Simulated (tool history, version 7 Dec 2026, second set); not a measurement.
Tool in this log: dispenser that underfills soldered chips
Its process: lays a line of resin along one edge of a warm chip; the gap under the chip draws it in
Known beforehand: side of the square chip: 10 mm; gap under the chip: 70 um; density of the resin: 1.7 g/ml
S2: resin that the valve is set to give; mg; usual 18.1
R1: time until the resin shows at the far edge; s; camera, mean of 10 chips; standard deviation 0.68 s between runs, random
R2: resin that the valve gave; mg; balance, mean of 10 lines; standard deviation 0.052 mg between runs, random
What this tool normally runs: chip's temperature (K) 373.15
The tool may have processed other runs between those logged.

Run 1, hour 0: usual settings. Result: R1 64.8 s, R2 17.59 mg.
Run 2, hour 5.8: usual settings but chip's temperature (K) 388.15. Result: R1 46.3 s, R2 18.03 mg.
Run 3, hour 11.9: usual settings but chip's temperature (K) 388.15. Result: R1 61.1 s, R2 18.12 mg.
Run 4, hour 19.5: usual settings but chip's temperature (K) 377.15. Result: R1 55.8 s, R2 17.91 mg.
Run 5, hour 26.6: usual settings but chip's temperature (K) 377.15. Result: R1 75 s, R2 17.96 mg.
Run 6, hour 31.1: usual settings but chip's temperature (K) 377.15. Result: R1 95.2 s, R2 17.88 mg.
Run 7, hour 37.6: usual settings but chip's temperature (K) 377.15. Result: R1 52.3 s, R2 17.86 mg.
Run 8, hour 41.7: usual settings but chip's temperature (K) 377.15. Result: R1 62.9 s, R2 17.83 mg.
Run 9, hour 44.9: usual settings. Result: R1 83.5 s, R2 17.88 mg.
Run 10, hour 49.5: usual settings. Result: R1 103.2 s, R2 17.78 mg.
Run 11, hour 57: usual settings but S2 16 mg. Result: R1 64.2 s, R2 15.61 mg.
Run 12, hour 64.3: usual settings but S2 16 mg. Result: R1 90 s, R2 15.61 mg.
Run 13, hour 67.4: usual settings but S2 16 mg. Result: R1 104.5 s, R2 15.64 mg.
Run 14, hour 71.5: usual settings but S2 16 mg. Result: R1 126.1 s, R2 15.68 mg.
Run 15, hour 78.8: usual settings but S2 16 mg. Result: R1 74.7 s, R2 15.48 mg.
Run 16, hour 83.3: usual settings but S2 16 mg. Result: R1 88 s, R2 15.91 mg.
Run 17, hour 89.6: usual settings but S2 16 mg. Result: R1 117.2 s, R2 16.08 mg.
Run 18, hour 93.4: usual settings but chip's temperature (K) 360.15, S2 20.2 mg. Result: R1 96.9 s, R2 20.08 mg.
Run 19, hour 100.1: usual settings but chip's temperature (K) 361.15, S2 17 mg. Result: R1 132.7 s, R2 16.85 mg.
Run 20, hour 104.1: usual settings but chip's temperature (K) 382.15, S2 15.8 mg. Result: R1 74.4 s, R2 15.63 mg.
Run 21, hour 111.7: usual settings but chip's temperature (K) 359.15, S2 22.1 mg. Result: R1 98.7 s, R2 21.96 mg.
Run 22, hour 118.5: usual settings but chip's temperature (K) 377.15, S2 21.5 mg. Result: R1 69.6 s, R2 21.27 mg.
Run 23, hour 123.7: usual settings but chip's temperature (K) 361.15, S2 18.5 mg. Result: R1 160.7 s, R2 18.29 mg.
Run 24, hour 130.1: usual settings but chip's temperature (K) 364.15, S2 21.8 mg. Result: R1 84 s, R2 21.57 mg.
Run 25, hour 133.8: usual settings but chip's temperature (K) 364.15, S2 21.8 mg. Result: R1 100 s, R2 21.44 mg.
Run 26, hour 141: usual settings but chip's temperature (K) 368.15, S2 22 mg. Result: R1 119.7 s, R2 21.49 mg.
Run 27, hour 145.2: usual settings but chip's temperature (K) 365.15, S2 22.5 mg. Result: R1 157 s, R2 21.93 mg.
Run 28, hour 152.6: usual settings but chip's temperature (K) 363.15, S2 22.8 mg. Result: R1 105.1 s, R2 22.31 mg.
Run 29, hour 158.2: usual settings but chip's temperature (K) 359.15, S2 23.4 mg. Result: R1 156.6 s, R2 22.81 mg.
Run 30, hour 163.9: usual settings but chip's temperature (K) 387.15, S2 17.8 mg. Result: R1 68.8 s, R2 17.84 mg.
Run 31, hour 170.5: usual settings but S2 19 mg. Result: R1 67.3 s, R2 19.04 mg.
Run 32, hour 174.1: usual settings but S2 16.1 mg. Result: R1 81.9 s, R2 16.11 mg.
Run 33, hour 177.9: usual settings but chip's temperature (K) 384.15, S2 16.6 mg. Result: R1 63.7 s, R2 16.56 mg.
Run 34, hour 182.8: usual settings but chip's temperature (K) 384.15, S2 16.6 mg. Result: R1 80.6 s, R2 16.55 mg.

Taken out of this log: 12 entries between the listed runs. Where each belongs, and how the hidden state differs across it:
Between runs 1 and 2: dispensing valve cleaned and set on the balance (hour 2.3)
  resin's viscosity, % of fresh resin's: 106.1 -> 131.8; dose that the valve gives, % of what is set: 97.39 -> 99.87; true chip temperature over the reading, C: 0.42 -> 0.43
  measured minus no-state result, R1: +3 -> +10.6 s; R2: -0.47 -> -0.02 mg
Between runs 3 and 4: new syringe of resin (hour 18.5)
  resin's viscosity, % of fresh resin's: 174 -> 106.2; dose that the valve gives, % of what is set: 99.65 -> 99.38; true chip temperature over the reading, C: 0.44 -> 0.45
  measured minus no-state result, R1: +25.5 -> +2.5 s; R2: -0.06 -> -0.11 mg
Between runs 6 and 7: new syringe of resin (hour 37.4)
  resin's viscosity, % of fresh resin's: 179.7 -> 100.2; dose that the valve gives, % of what is set: 98.96 -> 98.72; true chip temperature over the reading, C: 0.48 -> 0.49
  measured minus no-state result, R1: +41.1 -> -0.8 s; R2: -0.19 -> -0.23 mg
Between runs 10 and 11: new syringe of resin (hour 55.9)
  resin's viscosity, % of fresh resin's: 171.4 -> 105.1; dose that the valve gives, % of what is set: 98.29 -> 98.03; true chip temperature over the reading, C: 0.51 -> 0.53
  measured minus no-state result, R1: +41.9 -> +2.2 s; R2: -0.31 -> -0.31 mg
Between runs 14 and 15: new syringe of resin (hour 74.2)
  resin's viscosity, % of fresh resin's: 202.3 -> 122.7; dose that the valve gives, % of what is set: 97.49 -> 97.22; true chip temperature over the reading, C: 0.56 -> 0.57
  measured minus no-state result, R1: +62.7 -> +13 s; R2: -0.4 -> -0.44 mg
Between runs 15 and 16: dispensing valve cleaned and set on the balance (hour 82.6)
  resin's viscosity, % of fresh resin's: 122.7 -> 143.7; dose that the valve gives, % of what is set: 97.22 -> 100.13; true chip temperature over the reading, C: 0.57 -> 0.58
  measured minus no-state result, R1: +13 -> +25.3 s; R2: -0.44 -> +0.02 mg
Between runs 17 and 18: new syringe of resin (hour 93.4)
  resin's viscosity, % of fresh resin's: 191 -> 100.5; dose that the valve gives, % of what is set: 99.89 -> 99.75; true chip temperature over the reading, C: 0.59 -> 0.6
  measured minus no-state result, R1: +54.4 -> -1.9 s; R2: -0.01 -> -0.05 mg
Between runs 20 and 21: new syringe of resin (hour 111.7)
  resin's viscosity, % of fresh resin's: 162.8 -> 99.2; dose that the valve gives, % of what is set: 99.38 -> 99.09; true chip temperature over the reading, C: 0.62 -> 0.64
  measured minus no-state result, R1: +27.8 -> -3.4 s; R2: -0.1 -> -0.2 mg
Between runs 23 and 24: new syringe of resin (hour 129.9)
  resin's viscosity, % of fresh resin's: 170.8 -> 100.9; dose that the valve gives, % of what is set: 98.67 -> 98.44; true chip temperature over the reading, C: 0.66 -> 0.67
  measured minus no-state result, R1: +64.3 -> -1.5 s; R2: -0.25 -> -0.34 mg
Between runs 27 and 28: new syringe of resin (hour 148.2)
  resin's viscosity, % of fresh resin's: 200.4 -> 119.9; dose that the valve gives, % of what is set: 97.89 -> 97.63; true chip temperature over the reading, C: 0.7 -> 0.72
  measured minus no-state result, R1: +76.2 -> +14.9 s; R2: -0.47 -> -0.54 mg
Between runs 29 and 30: dispensing valve cleaned and set on the balance (hour 163.3)
  resin's viscosity, % of fresh resin's: 154.5 -> 191.7; dose that the valve gives, % of what is set: 97.42 -> 100.12; true chip temperature over the reading, C: 0.73 -> 0.74
  measured minus no-state result, R1: +52.1 -> +32 s; R2: -0.61 -> +0.02 mg
Between runs 30 and 31: new syringe of resin (hour 167.7)
  resin's viscosity, % of fresh resin's: 191.7 -> 113.4; dose that the valve gives, % of what is set: 100.12 -> 99.89; true chip temperature over the reading, C: 0.74 -> 0.75
  measured minus no-state result, R1: +32 -> +6.2 s; R2: +0.02 -> -0.02 mg

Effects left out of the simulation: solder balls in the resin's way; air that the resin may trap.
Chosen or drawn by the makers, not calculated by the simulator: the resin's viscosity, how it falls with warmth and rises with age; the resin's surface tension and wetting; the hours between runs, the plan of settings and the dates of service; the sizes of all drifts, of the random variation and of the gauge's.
